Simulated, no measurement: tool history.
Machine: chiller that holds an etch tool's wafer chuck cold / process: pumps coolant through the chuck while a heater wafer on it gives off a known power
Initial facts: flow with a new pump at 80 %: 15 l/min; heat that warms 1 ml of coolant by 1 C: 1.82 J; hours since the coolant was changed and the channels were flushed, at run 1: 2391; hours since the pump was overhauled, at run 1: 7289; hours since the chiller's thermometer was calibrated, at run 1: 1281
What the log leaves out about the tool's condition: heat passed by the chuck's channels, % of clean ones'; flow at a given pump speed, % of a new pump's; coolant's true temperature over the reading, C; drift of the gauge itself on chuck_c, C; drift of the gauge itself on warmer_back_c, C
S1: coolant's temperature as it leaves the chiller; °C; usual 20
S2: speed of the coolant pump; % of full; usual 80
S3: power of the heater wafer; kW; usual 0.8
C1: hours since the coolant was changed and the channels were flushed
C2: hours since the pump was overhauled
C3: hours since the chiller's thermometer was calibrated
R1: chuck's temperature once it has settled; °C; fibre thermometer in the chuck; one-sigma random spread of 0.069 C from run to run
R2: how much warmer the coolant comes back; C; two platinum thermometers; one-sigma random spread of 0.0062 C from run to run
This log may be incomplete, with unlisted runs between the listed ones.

Run 1, hour 0: usual settings; C1 2391; C2 7289; C3 1281. Result: R1 27.24 °C, R2 1.755 C.
Run 2, hour 174.7: usual settings but S2 96 % of full; C1 2566; C2 7464; C3 1456. Result: R1 26.25 °C, R2 1.441 C.
Run 3, hour 266.5: usual settings but S2 96 % of full; C1 2658; C2 7556; C3 1548. Result: R1 26.2 °C, R2 1.442 C.
Run 4, hour 446.2: usual settings but S2 96 % of full; C1 2837; C2 7736; C3 1728. Result: R1 26.18 °C, R2 1.445 C.
Run 5, hour 591.5: usual settings but S2 96 % of full; C1 2983; C2 7881; C3 1873. Result: R1 26.3 °C, R2 1.44 C.
Run 6, hour 707.6: usual settings but S3 0.777 kW; C1 3099; C2 7997; C3 1989. Result: R1 27.14 °C, R2 1.721 C.
Run 7, hour 885.5: usual settings but S3 0.777 kW; C1 3277; C2 8175; C3 2167. Result: R1 27.17 °C, R2 1.705 C.
Run 8, hour 1092.8: usual settings but S3 0.777 kW; C1 3484; C2 8382; C3 2374. Result: R1 27.17 °C, R2 1.716 C.
Run 9, hour 1203.3: usual settings but S3 0.777 kW; C1 3595; C2 8493; C3 2485. Result: R1 27.02 °C, R2 1.704 C.
Run 10, hour 1417.5: usual settings but S2 67 % of full; C1 3809; C2 8707; C3 2699. Result: R1 28.56 °C, R2 2.125 C.
Run 11, hour 1565: usual settings but S1 18 °C, S2 93 % of full, S3 0.475 kW; C1 3956; C2 8854; C3 2846. Result: R1 21.64 °C, R2 0.896 C.
Run 12, hour 1698.1: usual settings but S1 14 °C, S2 77 % of full, S3 0.475 kW; C1 4089; C2 8988; C3 2980. Result: R1 18.56 °C, R2 1.086 C.
Run 13, hour 1792.5: usual settings but S1 22 °C, S3 0.744 kW; C1 4184; C2 9082; C3 3074. Result: R1 28.76 °C, R2 1.629 C.
Run 14, hour 1891.6: usual settings but S1 11 °C, S2 71 % of full, S3 0.744 kW; C1 4283; C2 9181; C3 3173. Result: R1 18.54 °C, R2 1.871 C.
Run 15, hour 2055.6: usual settings but S1 11 °C, S2 71 % of full, S3 0.744 kW; C1 4447; C2 9345; C3 3337. Result: R1 18.36 °C, R2 1.865 C.
Run 16, hour 2267.9: usual settings but S1 22 °C; C1 4659; C2 9557; C3 3549. Result: R1 29.24 °C, R2 1.753 C.
Run 17, hour 2417.5: usual settings but S1 16 °C, S2 64 % of full, S3 1.06 kW; C1 4809; C2 9707; C3 3699. Result: R1 27.76 °C, R2 2.959 C.
Run 18, hour 2508.1: usual settings but S1 13 °C; C1 4899; C2 9798; C3 3790. Result: R1 20.26 °C, R2 1.759 C.
Run 19, hour 2712.1: usual settings but S1 28 °C, S2 96 % of full, S3 1.199 kW; C1 5103; C2 10002; C3 3994. Result: R1 37.28 °C, R2 2.159 C.
Run 20, hour 2808.8: usual settings but S1 28 °C, S2 96 % of full, S3 1.199 kW; C1 5200; C2 10098; C3 4090. Result: R1 37.39 °C, R2 2.174 C.

What if the next run were any one of these 5? Each begins from the tool's condition after run 20:
Run A, hour 2930.8: usual settings but S1 10 °C, S2 78 % of full, S3 0.93 kW; C1 5322; C2 10220; C3 4212. Result: R1 ?, R2 ?.
Run B, hour 2930.8: usual settings but S1 19 °C, S2 62 % of full, S3 0.668 kW; C1 5322; C2 10220; C3 4212. Result: R1 ?, R2 ?.
Run C, hour 2930.8: usual settings but S1 13 °C; C1 5322; C2 10220; C3 4212. Result: R1 ?, R2 ?.
Run D, hour 2930.8: usual settings but S1 12 °C, S2 61 % of full, S3 0.419 kW; C1 5322; C2 10220; C3 4212. Result: R1 ?, R2 ?.
Run E, hour 2930.8: usual settings but S3 1.172 kW; C1 5322; C2 10220; C3 4212. Result: R1 ?, R2 ?.

run     R1     R2
  A  18.68  2.099
  B  26.61  1.933
  C  20.34  1.756
  D  16.88  1.246
  E   30.6   2.57
Stripped of hidden state, with their random variation kept, the same runs would have yielded:
run     R1     R2
  A  18.65  2.096
  B  26.59  1.931
  C  20.32  1.754
  D  16.87  1.244
  E  30.57  2.567
